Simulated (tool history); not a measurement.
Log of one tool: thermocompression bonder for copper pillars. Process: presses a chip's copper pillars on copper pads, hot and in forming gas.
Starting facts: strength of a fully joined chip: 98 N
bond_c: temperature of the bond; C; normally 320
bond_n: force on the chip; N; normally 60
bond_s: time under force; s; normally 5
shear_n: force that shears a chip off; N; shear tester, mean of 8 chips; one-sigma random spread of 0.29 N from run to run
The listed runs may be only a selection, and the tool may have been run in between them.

{"run": 1, "day": 0.0, "bond_c": 320, "bond_n": 60, "bond_s": 5, "shear_n": 48.1}
{"run": 2, "day": 4.171, "bond_c": 320, "bond_n": 60, "bond_s": 5, "shear_n": 47.5}
{"run": 3, "day": 6.592, "bond_c": 320, "bond_n": 60, "bond_s": 5, "shear_n": 47.4}
{"day": 8.396, "done": "forming gas filter changed"}
{"run": 4, "day": 10.35, "bond_c": 320, "bond_n": 60, "bond_s": 5, "shear_n": 48.7}
{"run": 5, "day": 14.117, "bond_c": 320, "bond_n": 60, "bond_s": 5, "shear_n": 48.6}
{"run": 6, "day": 15.846, "bond_c": 320, "bond_n": 60, "bond_s": 5, "shear_n": 49}
{"run": 7, "day": 18.579, "bond_c": 320, "bond_n": 60, "bond_s": 5, "shear_n": 48.3}
{"run": 8, "day": 22.796, "bond_c": 320, "bond_n": 60, "bond_s": 5, "shear_n": 47.8}
{"run": 9, "day": 25.442, "bond_c": 320, "bond_n": 60, "bond_s": 5, "shear_n": 47.7}
{"day": 27.65, "done": "heater calibrated with a thermocouple chip"}
{"run": 10, "day": 27.808, "bond_c": 347, "bond_n": 82, "bond_s": 3, "shear_n": 66.3}
{"run": 11, "day": 31.162, "bond_c": 295, "bond_n": 60, "bond_s": 5, "shear_n": 43.6}
{"day": 32.146, "done": "force cell calibrated"}
{"day": 33.046, "done": "forming gas filter changed"}
{"run": 12, "day": 34.621, "bond_c": 295, "bond_n": 60, "bond_s": 5, "shear_n": 43}
{"run": 13, "day": 38.129, "bond_c": 295, "bond_n": 60, "bond_s": 5, "shear_n": 42.3}
{"run": 14, "day": 39.946, "bond_c": 309, "bond_n": 64, "bond_s": 7, "shear_n": 54.7}
{"run": 15, "day": 44.117, "bond_c": 335, "bond_n": 60, "bond_s": 5, "shear_n": 56.3}
{"run": 16, "day": 46.621, "bond_c": 338, "bond_n": 89, "bond_s": 5, "shear_n": 71.7}
{"run": 17, "day": 50.654, "bond_c": 338, "bond_n": 89, "bond_s": 5, "shear_n": 71.1}

Branching from run 17: 5 alternative next runs. What would each branch give?
{"run": "A", "day": 53.275, "bond_c": 325, "bond_n": 60, "bond_s": 4, "shear_n": "?"}
{"run": "B", "day": 53.275, "bond_c": 312, "bond_n": 40, "bond_s": 7, "shear_n": "?"}
{"run": "C", "day": 53.275, "bond_c": 337, "bond_n": 75, "bond_s": 4, "shear_n": "?"}
{"run": "D", "day": 53.275, "bond_c": 345, "bond_n": 89, "bond_s": 10, "shear_n": "?"}
{"run": "E", "day": 53.275, "bond_c": 320, "bond_n": 49, "bond_s": 13, "shear_n": "?"}

run=A shear_n=47.8
run=B shear_n=37.4
run=C shear_n=60.6
run=D shear_n=83.4
run=E shear_n=57.7
Without the tool's unlogged condition, the same runs would have read:
run=A shear_n=49.3
run=B shear_n=38.6
run=C shear_n=62.6
run=D shear_n=86.4
run=E shear_n=59.6
